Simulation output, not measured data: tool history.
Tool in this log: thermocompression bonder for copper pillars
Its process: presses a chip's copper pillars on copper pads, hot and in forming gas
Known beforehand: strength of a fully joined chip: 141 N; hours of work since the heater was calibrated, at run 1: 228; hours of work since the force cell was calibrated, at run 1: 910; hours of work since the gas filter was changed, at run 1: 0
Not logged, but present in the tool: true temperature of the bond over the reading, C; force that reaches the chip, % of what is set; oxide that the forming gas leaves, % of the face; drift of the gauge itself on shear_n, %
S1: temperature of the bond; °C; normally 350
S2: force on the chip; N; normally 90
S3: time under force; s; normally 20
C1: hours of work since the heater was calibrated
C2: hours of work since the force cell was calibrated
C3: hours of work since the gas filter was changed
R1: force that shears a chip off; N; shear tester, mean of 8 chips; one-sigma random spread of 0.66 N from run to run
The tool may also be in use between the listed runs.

run	hour	S1	S2	S3	C1	C2	C3	R1
1	0.0	350	90	20	228	910	0	77.1
2	29.6	352	90	20	245	926	16	77.2
3	60.6	352	90	20	262	944	34	79.1
4	89.4	350	90	20	278	960	50	76.8
5	129.6	350	90	20	300	982	72	77.1
6	172.2	350	90	20	324	1005	95	77.7
7	231.3	371	90	20	356	1038	128	93.0
8	268.6	350	97	20	377	1059	149	79.7
9	301.1	350	97	20	395	1077	167	80.2
10	342.4	350	97	20	418	1100	190	80.7
11	367.9	350	97	20	432	1114	204	81.4
12	423.0	350	68	20	462	1144	234	68.9
13	483.0	350	90	22	496	1178	268	82.2
# hour 495.1: heater calibrated with a thermocouple chip
14	514.3	350	90	34	11	1194	284	84.9
15	554.4	350	90	34	33	1216	306	83.4
# hour 565.5: forming gas filter changed
16	583.0	350	90	36	48	1232	10	88.4
17	635.7	350	71	20	78	1261	39	67.3
18	689.8	350	71	20	108	1291	69	67.3
19	726.3	350	71	20	128	1311	89	67.4
20	769.9	321	84	49	152	1335	113	70.5
21	827.6	321	84	49	184	1367	145	72.4
# hour 840.2: force cell calibrated
22	878.5	334	61	13	211	21	173	42.7
23	909.2	334	61	13	228	38	190	42.0
24	962.4	334	117	13	258	68	219	61.1
25	993.0	334	72	13	275	85	236	46.9
26	1040.5	371	57	25	301	111	262	79.5
27	1092.8	371	57	25	330	140	291	81.6
28	1126.4	342	60	46	349	159	310	75.5
# hour 1132.4: forming gas filter changed
29	1186.6	321	90	39	382	192	30	72.3
30	1215.9	321	90	39	398	208	46	72.4
31	1276.9	326	78	42	432	242	80	72.4
32	1321.4	326	78	42	456	266	105	74.3

Run 33 comes next. What will it give?
33	1375.2	363	104	19	486	296	135	?

R1: 94.7 N
Were there no unlogged condition in the tool, this run, its random variation unchanged, would have produced R1 86.8 N.

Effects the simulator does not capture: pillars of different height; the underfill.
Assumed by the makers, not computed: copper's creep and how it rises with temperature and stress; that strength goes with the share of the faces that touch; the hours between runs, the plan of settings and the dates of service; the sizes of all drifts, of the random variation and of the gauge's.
